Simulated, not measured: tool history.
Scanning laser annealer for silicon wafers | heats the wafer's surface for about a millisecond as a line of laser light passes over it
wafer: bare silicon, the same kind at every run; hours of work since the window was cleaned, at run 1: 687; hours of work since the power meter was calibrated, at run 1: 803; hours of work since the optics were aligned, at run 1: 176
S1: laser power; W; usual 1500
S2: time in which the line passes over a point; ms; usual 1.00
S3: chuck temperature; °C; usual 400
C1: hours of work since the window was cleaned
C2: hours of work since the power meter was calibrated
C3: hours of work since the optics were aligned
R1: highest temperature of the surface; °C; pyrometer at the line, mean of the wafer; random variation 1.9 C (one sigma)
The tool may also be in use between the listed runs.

run	hour	S1	S2	S3	C1	C2	C3	R1
1	0.0	1500	1.00	400	687	803	176	1174
2	35.1	1500	1.00	400	704	821	193	1170
3	69.7	1500	1.00	400	721	838	210	1174
4	96.8	1500	1.00	400	734	851	223	1175
5	127.1	1500	1.00	400	749	866	238	1167
6	158.8	1500	1.00	400	764	881	253	1167
7	206.8	1500	1.00	412	788	904	277	1181
8	256.0	1595	1.00	400	812	928	301	1221
9	303.4	1429	1.00	400	835	952	324	1122
10	328.6	1429	1.00	400	847	964	336	1124
11	369.4	1429	1.00	400	867	984	356	1120
12	402.4	1429	1.00	400	883	1000	372	1119
13	433.3	1566	1.00	400	898	1015	387	1194
14	455.8	1566	1.00	400	909	1026	398	1195
15	483.9	1566	1.00	400	923	1040	412	1192
16	524.5	1500	1.24	400	943	1060	432	1255
17	563.1	1500	1.00	400	962	1078	451	1156
18	614.6	1500	1.00	400	987	1104	476	1154
# hour 619.0: window over the wafer cleaned
19	658.4	1500	1.00	400	19	1124	496	1189
20	689.0	1500	1.00	400	34	1139	511	1186
21	724.8	1500	1.00	424	52	1156	529	1208
22	764.9	1455	0.99	424	71	1176	548	1180
23	809.6	1323	0.77	433	93	1198	570	1024
24	834.8	1323	0.77	433	105	1210	582	1022
25	871.1	1620	0.71	400	123	1228	600	1104
26	918.1	1620	0.71	400	146	1251	623	1105
27	969.5	1620	0.71	400	171	1276	648	1100
28	999.1	1297	0.98	429	186	1290	662	1084
29	1024.1	1382	1.00	437	198	1302	675	1146
30	1075.1	1344	0.85	400	223	1327	700	1027
31	1116.7	1500	1.13	400	243	1348	720	1230
32	1151.0	1502	0.85	382	260	1364	737	1091
33	1182.9	1502	0.86	382	275	1380	752	1094
34	1209.7	1500	1.00	423	288	1393	765	1198
# hour 1235.3: optics aligned, line set to its width
35	1251.5	1315	1.13	400	306	1411	8	1132
36	1299.9	1315	1.13	400	330	1435	32	1124
37	1329.6	1505	0.77	367	344	1449	46	1048
38	1353.5	1505	0.77	367	356	1461	58	1046
39	1401.8	1505	0.77	367	380	1484	81	1042
40	1439.2	1505	0.77	367	398	1503	100	1043
41	1492.0	1505	0.77	367	424	1528	125	1042

Hidden state or all else? Some run-to-run changes of R1, split into what the settings, what came in and random variation would give without the hidden state, and what is left for the hidden state (with any gauge scatter that isn't in both results):
The hidden state here: light that passes the window, % of a clean one's; laser's true power over the reading, %; width of the line over the set one, %; drift of the gauge itself on peak_c, C.
Run 18 -> 19: window over the wafer cleaned. R1 +35 °C: hidden state +35, all else +0.
Run 22 -> 23: S1 1455 -> 1323, S2 0.99 -> 0.77, S3 424 -> 433. R1 -156 °C: hidden state +4, all else -160.
Run 30 -> 31: S1 1344 -> 1500, S2 0.85 -> 1.13. R1 +203 °C: hidden state -11, all else +214.
Run 31 -> 32: S1 1500 -> 1502, S2 1.13 -> 0.85, S3 400 -> 382. R1 -139 °C: hidden state +5, all else -144.
Run 34 -> 35: S1 1500 -> 1315, S2 1.00 -> 1.13, S3 423 -> 400, optics aligned, line set to its width. R1 -66 °C: hidden state +16, all else -82.
